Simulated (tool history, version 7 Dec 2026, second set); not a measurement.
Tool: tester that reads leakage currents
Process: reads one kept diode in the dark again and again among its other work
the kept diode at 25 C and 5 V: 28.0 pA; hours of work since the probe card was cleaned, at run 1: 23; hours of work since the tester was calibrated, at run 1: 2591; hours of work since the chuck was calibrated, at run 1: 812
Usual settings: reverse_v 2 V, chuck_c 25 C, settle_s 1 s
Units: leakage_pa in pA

run	hour	reverse_v	chuck_c	settle_s	hours of work since the probe card was cleaned	hours of work since the tester was calibrated	hours of work since the chuck was calibrated	leakage_pa
1	0	2	25	1	23	2591	812	19.31
2	74.7	2	25	1	80	2648	869	19.36
# hour 170.4: chuck's temperature calibrated
3	183.1	2	25	1	161	2729	10	19.36
4	309.8	2	52	1	258	2826	106	120.37
5	415.9	2	52	1	339	2907	187	122.08
6	473.1	16.88	52	1	382	2951	231	314.51
7	583.5	2	56	1	467	3035	315	155.31
8	670.8	10.09	56	1	533	3101	381	320.21
9	727.4	2	25	0.93	576	3145	425	19.5
10	802.5	2	36	0.76	634	3202	482	42.34
11	899.6	7.89	48	0.76	708	3276	556	175.07
12	1012.1	7.89	48	0.76	793	3362	642	174.38
13	1128.7	1.62	25	0.49	882	3451	731	18.28
14	1235.2	1.35	25	1.22	964	3532	812	15.98
15	1328.3	1.35	25	6.4	1035	3603	883	15.82
# hour 1411.5: chuck's temperature calibrated
16	1426.9	1.51	25	0.33	1108	3676	12	18.29
17	1481.8	7.66	32	6.2	1150	3718	54	57

How the hidden state differs across the entries between the runs, from the last listed run before each to the first after it:
Between runs 2 and 3: chuck's temperature calibrated (hour 170.4)
  no hidden state differs between the two runs
Between runs 15 and 16: chuck's temperature calibrated (hour 1411.5)
  no hidden state differs between the two runs

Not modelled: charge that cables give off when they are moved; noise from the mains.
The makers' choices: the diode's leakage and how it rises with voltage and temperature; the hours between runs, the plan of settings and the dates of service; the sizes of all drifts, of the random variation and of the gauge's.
